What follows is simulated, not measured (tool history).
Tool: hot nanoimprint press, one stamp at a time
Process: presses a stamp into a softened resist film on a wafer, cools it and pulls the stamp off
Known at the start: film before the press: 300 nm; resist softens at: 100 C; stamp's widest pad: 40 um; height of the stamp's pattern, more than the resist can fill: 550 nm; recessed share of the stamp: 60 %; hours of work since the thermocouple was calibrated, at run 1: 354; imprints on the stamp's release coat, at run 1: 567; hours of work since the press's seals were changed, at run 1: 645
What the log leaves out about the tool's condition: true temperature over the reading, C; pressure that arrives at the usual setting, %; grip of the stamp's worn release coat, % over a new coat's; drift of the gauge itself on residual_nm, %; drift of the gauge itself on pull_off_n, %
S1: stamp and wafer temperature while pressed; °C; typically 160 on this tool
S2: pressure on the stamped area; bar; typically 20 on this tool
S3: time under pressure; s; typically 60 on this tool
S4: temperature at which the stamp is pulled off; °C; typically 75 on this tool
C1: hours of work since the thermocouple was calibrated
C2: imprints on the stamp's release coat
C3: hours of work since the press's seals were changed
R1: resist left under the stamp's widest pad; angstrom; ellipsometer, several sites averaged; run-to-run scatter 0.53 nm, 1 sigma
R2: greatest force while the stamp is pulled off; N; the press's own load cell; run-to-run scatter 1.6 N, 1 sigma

run	hour	S1	S2	S3	S4	C1	C2	C3	R1	R2
1	0	160	20	60	75	354	567	645	1553	205
2	24.9	160	20	60	75	368	628	659	1560	206
3	43.3	160	20	60	75	377	673	668	1567	208
4	67.7	160	20	60	75	390	733	681	1566	204
5	95.2	160	14.1	60	75	405	801	696	1777	202
# hour 107.3: press's hydraulic seals changed and the load cell set to zero
6	116.2	160	14.1	60	75	412	833	5	1794	207
7	131.3	161	20	60	75	420	870	13	1511	204
# hour 154.3: stamp cleaned and given a new release coat
8	158.3	161	20	60	75	431	10	24	1513	203
9	173.5	160	20	108	75	439	48	32	1257	205
10	187.9	160	20	60	75	447	83	40	1574	206
11	218.7	160	20	60	75	463	159	56	1560	206
12	237.8	160	20	60	83	473	205	66	1555	196
# hour 259.8: plate thermocouple calibrated
13	271.2	160	18.2	60	83	6	280	82	1624	193
14	290.2	160	14.9	60	75	16	327	93	1750	207
15	317.7	160	14.9	60	75	31	395	107	1751	202
16	334.4	160	14.9	60	75	40	436	116	1764	205
17	364.4	160	14.9	60	75	56	509	132	1744	205
18	381.8	160	14.9	60	75	65	552	141	1747	206
19	400.5	160	20	88	75	75	598	151	1365	207
20	423.2	160	20	36	67	87	654	163	1849	220
21	453.6	156	19.8	37	78	103	728	180	2076	200
22	467.6	156	19.8	37	78	111	763	187	2086	200
23	486.3	149	19.8	40	65	121	809	197	2448	219
24	517.7	149	19.8	40	65	137	886	214	2440	224
# hour 532.6: stamp cleaned and given a new release coat
25	538	160	20	82	75	145	13	221	1398	203

4 ways to go on from here, each from the tool as it stands after run 25. What would each give?
A	563.7	160	20	51	75	159	76	235	?	?
B	563.7	160	12.7	36	71	159	76	235	?	?
C	563.7	160	20	81	75	159	76	235	?	?
D	563.7	160	20	60	72	159	76	235	?	?

run	R1	R2
A	1657	206
B	2133	210
C	1391	206
D	1570	207
What these runs would have given with no unlogged condition in the tool:
run	R1	R2
A	1658	206
B	2133	210
C	1391	206
D	1570	207

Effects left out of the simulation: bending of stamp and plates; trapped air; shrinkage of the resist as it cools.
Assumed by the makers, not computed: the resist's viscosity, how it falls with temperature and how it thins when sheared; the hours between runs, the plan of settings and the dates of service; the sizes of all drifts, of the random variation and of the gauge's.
